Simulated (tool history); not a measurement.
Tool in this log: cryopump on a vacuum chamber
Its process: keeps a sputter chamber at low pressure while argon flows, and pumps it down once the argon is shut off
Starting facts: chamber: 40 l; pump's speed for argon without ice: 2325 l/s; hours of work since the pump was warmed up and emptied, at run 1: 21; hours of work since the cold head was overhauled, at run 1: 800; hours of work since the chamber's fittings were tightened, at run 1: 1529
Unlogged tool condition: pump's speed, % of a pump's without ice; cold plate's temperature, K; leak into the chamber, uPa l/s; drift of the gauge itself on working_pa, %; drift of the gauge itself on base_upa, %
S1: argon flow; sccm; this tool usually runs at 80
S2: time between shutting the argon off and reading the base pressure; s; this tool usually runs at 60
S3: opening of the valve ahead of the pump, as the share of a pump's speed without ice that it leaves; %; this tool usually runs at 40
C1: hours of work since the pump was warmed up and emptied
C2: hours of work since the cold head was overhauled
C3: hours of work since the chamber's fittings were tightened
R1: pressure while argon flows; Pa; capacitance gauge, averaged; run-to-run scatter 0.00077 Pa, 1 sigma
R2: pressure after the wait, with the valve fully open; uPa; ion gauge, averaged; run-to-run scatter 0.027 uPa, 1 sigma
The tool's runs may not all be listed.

run,hour,S1,S2,S3,C1,C2,C3,R1,R2
1,0.0,80,60,40,21,800,1529,0.1462,1.60
2,78.2,80,60,23,87,867,1595,0.2567,1.73
3,150.0,80,60,23,148,927,1656,0.2560,1.73
4,231.0,80,32,40,216,996,1724,0.1500,2.77
5,296.3,80,32,40,272,1051,1779,0.1524,2.72
6,393.3,80,32,40,354,1133,1861,0.1548,2.77
# hour 425.3: pump warmed up, emptied and cooled again
7,480.7,112,60,40,47,1203,1931,0.2062,1.80
8,555.5,80,60,30,110,1266,1994,0.1977,1.85
9,659.4,80,60,30,198,1354,2082,0.1999,1.88
10,707.8,80,60,40,239,1395,2123,0.1531,1.98
11,753.2,80,60,25,277,1433,2161,0.2418,1.95
12,853.3,80,60,40,362,1518,2246,0.1573,1.99
# hour 877.8: pump warmed up, emptied and cooled again
13,946.6,80,60,40,58,1592,2321,0.1483,1.90
14,1007.5,80,165,40,110,1644,2372,0.1470,1.28
15,1052.9,47,60,40,148,1682,2411,0.0881,1.98
16,1162.3,47,60,40,241,1775,2503,0.0892,2.06
17,1229.0,80,60,43,297,1831,2559,0.1442,2.12
# hour 1332.9: pump warmed up, emptied and cooled again
18,1338.0,80,60,43,4,1919,2647,0.1367,2.01
19,1402.1,80,60,47,58,1973,2702,0.1253,2.02
20,1506.9,80,101,47,147,2062,2790,0.1280,1.73
21,1587.1,80,101,47,215,2130,2858,0.1307,1.78
22,1678.3,80,101,47,292,2207,2935,0.1321,1.80
23,1773.6,80,101,47,373,2287,3016,0.1351,1.88
# hour 1788.6: pump warmed up, emptied and cooled again
# hour 1846.2: leaking fittings of the chamber tightened, without venting
24,1888.7,84,60,35,83,2379,36,0.1769,1.28
25,1936.0,80,208,24,123,2419,76,0.2489,0.51
26,2018.8,73,43,17,193,2489,146,0.3187,1.74
27,2088.1,73,43,17,252,2547,205,0.3175,1.76
28,2159.5,60,82,21,312,2608,265,0.2136,1.08
# hour 2237.1: pump warmed up, emptied and cooled again
29,2271.4,60,82,21,29,2698,355,0.2090,1.09
30,2317.9,110,27,40,68,2737,395,0.2033,2.65
31,2364.3,80,98,40,108,2777,434,0.1498,0.98
32,2411.7,80,98,40,148,2817,474,0.1512,1.04
33,2486.5,52,280,22,211,2880,537,0.1772,0.60

3 options for the next run, each taken on its own from the tool as it stands now. Forecast them:
A,2561.8,34,76,22,275,2944,601,?,?
B,2561.8,52,36,22,275,2944,601,?,?
C,2561.8,38,280,22,275,2944,601,?,?

run,R1,R2
A,0.1153,1.25
B,0.1778,2.16
C,0.1294,0.68
What these runs would have given with no unlogged condition in the tool:
run,R1,R2
A,0.1117,0.96
B,0.1723,1.88
C,0.1254,0.40

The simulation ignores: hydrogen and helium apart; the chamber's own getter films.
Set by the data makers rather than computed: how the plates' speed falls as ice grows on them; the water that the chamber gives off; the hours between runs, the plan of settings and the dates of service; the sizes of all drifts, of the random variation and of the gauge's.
